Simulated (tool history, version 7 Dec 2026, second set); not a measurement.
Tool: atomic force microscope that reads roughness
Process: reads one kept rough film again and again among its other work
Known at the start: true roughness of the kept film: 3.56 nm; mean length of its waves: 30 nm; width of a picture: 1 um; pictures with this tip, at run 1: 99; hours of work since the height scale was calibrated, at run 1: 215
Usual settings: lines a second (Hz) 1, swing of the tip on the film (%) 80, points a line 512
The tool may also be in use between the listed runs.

run,hour,lines a second (Hz),swing of the tip on the film (%),points a line,pictures with this tip,hours of work since the height scale was calibrated,roughness of the kept film (nm (root mean square))
1,0.0,1,80,512,99,215,2.927
2,35.0,1,80,512,138,229,2.910
3,56.1,1,80,512,162,237,2.902
4,101.7,1,80,512,212,256,2.902
5,141.4,1,80,512,257,272,2.918
6,171.9,1,80,512,290,284,2.896

Forecast run 7:
7,194.5,1,80,512,316,293,?

Run 7 gave roughness of the kept film (nm (root mean square)) 2.912.
Without the tool's hidden state the same run would have given roughness of the kept film (nm (root mean square)) 2.918.
